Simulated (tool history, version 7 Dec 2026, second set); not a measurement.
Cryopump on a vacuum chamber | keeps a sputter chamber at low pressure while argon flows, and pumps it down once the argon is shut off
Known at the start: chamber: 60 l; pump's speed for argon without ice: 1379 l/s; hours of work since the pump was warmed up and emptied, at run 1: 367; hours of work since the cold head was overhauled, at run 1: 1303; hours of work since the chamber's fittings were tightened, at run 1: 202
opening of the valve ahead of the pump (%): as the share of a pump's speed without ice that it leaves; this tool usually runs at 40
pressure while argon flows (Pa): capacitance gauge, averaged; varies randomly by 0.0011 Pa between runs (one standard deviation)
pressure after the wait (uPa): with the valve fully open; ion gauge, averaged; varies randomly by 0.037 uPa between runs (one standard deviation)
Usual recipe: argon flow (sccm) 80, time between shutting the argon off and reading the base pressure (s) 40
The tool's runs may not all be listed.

run	hour	argon flow (sccm)	time between shutting the argon off and reading the base pressure (s)	opening of the valve ahead of the pump (%)	hours of work since the pump was warmed up and emptied	hours of work since the cold head was overhauled	hours of work since the chamber's fittings were tightened	pressure while argon flows (Pa)	pressure after the wait (uPa)
1	0.0	80	40	40	367	1303	202	0.2624	2.25
2	38.4	80	40	40	387	1323	222	0.2627	2.28
3	100.1	80	40	40	418	1354	254	0.2659	2.27
4	137.4	80	40	40	437	1373	273	0.2666	2.26
5	213.4	80	40	40	476	1412	312	0.2679	2.29
6	258.0	80	40	40	499	1435	334	0.2659	2.33
7	320.0	80	40	40	531	1467	366	0.2688	2.35
8	362.0	80	40	40	552	1488	387	0.2713	2.40
9	399.2	80	40	40	571	1507	406	0.2706	2.47
10	457.9	80	40	40	601	1537	436	0.2723	2.47
11	500.5	80	86	40	623	1559	458	0.2767	1.46
12	537.9	114	83	45	642	1578	477	0.3527	1.46
13	599.5	114	83	45	673	1609	509	0.3568	1.43
14	661.5	72	88	34	705	1641	540	0.2877	1.44
15	707.2	147	139	34	728	1664	564	0.5935	1.19
16	758.6	147	139	34	755	1691	590	0.5963	1.18
17	834.1	79	40	55	793	1729	629	0.2141	2.61

Here are 3 independent what-if runs from the current tool condition. What would each one return?
A	876.6	67	40	30	815	1751	650	?	?
B	876.6	144	40	27	815	1751	650	?	?
C	876.6	36	54	59	815	1751	650	?	?

run	pressure while argon flows (Pa)	pressure after the wait (uPa)
A	0.3091	2.62
B	0.7238	2.69
C	0.0924	2.12
With no hidden state in the tool, these same runs would have given:
run	pressure while argon flows (Pa)	pressure after the wait (uPa)
A	0.2757	2.13
B	0.6526	2.18
C	0.0746	1.63
